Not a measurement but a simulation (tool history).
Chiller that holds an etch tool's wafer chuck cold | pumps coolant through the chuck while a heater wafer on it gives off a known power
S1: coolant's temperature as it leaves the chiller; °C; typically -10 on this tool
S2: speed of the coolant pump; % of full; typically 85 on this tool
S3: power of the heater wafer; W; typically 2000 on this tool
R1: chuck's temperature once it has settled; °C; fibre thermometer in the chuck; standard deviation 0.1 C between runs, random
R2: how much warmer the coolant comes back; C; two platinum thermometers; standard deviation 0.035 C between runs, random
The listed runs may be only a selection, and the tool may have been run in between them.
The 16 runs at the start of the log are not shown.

| run | hour | S1 | S2 | S3 | R1 | R2 |
|---|---|---|---|---|---|---|
| 17 | 658.2 | -10 | 61 | 2000 | 6.5 | 8.48 |
| 18 | 705.3 | -10 | 76 | 1043 | -2.8 | 3.49 |
| 19 | 744.6 | -10 | 76 | 1043 | -2.7 | 3.5 |
| 20 | 772.5 | -12 | 82 | 2000 | 1.2 | 6.23 |
| 21 | 826.9 | -10 | 72 | 1098 | -2 | 3.91 |
| 22 | 873.8 | -10 | 72 | 1098 | -2 | 3.9 |
| 23 | 915.4 | -10 | 74 | 1179 | -1.5 | 4.08 |
| 24 | 956.6 | -10 | 74 | 1179 | -1.6 | 4.11 |
| 25 | 1012 | -6 | 63 | 1179 | 3.6 | 4.8 |
| 26 | 1054.8 | -14 | 77 | 2000 | -0.1 | 6.68 |
| 27 | 1109.3 | -14 | 77 | 2000 | -0.1 | 6.65 |
| 28 | 1146.6 | -14 | 77 | 2000 | -0.3 | 6.66 |
| 29 | 1200.3 | -10 | 79 | 2400 | 6.3 | 7.83 |
| 30 | 1258.9 | -10 | 62 | 1404 | 1.6 | 5.82 |
| 31 | 1293.5 | -10 | 62 | 1404 | 1.3 | 5.82 |
| 32 | 1330.7 | -10 | 62 | 1404 | 1.3 | 5.8 |
| 33 | 1389.9 | -11 | 97 | 1043 | -5 | 2.75 |

3 ways to go on from here, each from the tool as it stands after run 33. What would each give?
| A | 1433.8 | -15 | 64 | 2092 | ? | ? |
| B | 1433.8 | -8 | 80 | 2659 | ? | ? |
| C | 1433.8 | -16 | 85 | 1259 | ? | ? |

| run | R1 | R2 |
|---|---|---|
| A | 1.6 | 8.44 |
| B | 9.9 | 8.52 |
| C | -7.9 | 3.79 |
With the hidden condition removed and each run's random variation left untouched, the same runs would have given:
| run | R1 | R2 |
|---|---|---|
| A | 1.5 | 8.44 |
| B | 9.9 | 8.52 |
| C | -7.9 | 3.78 |
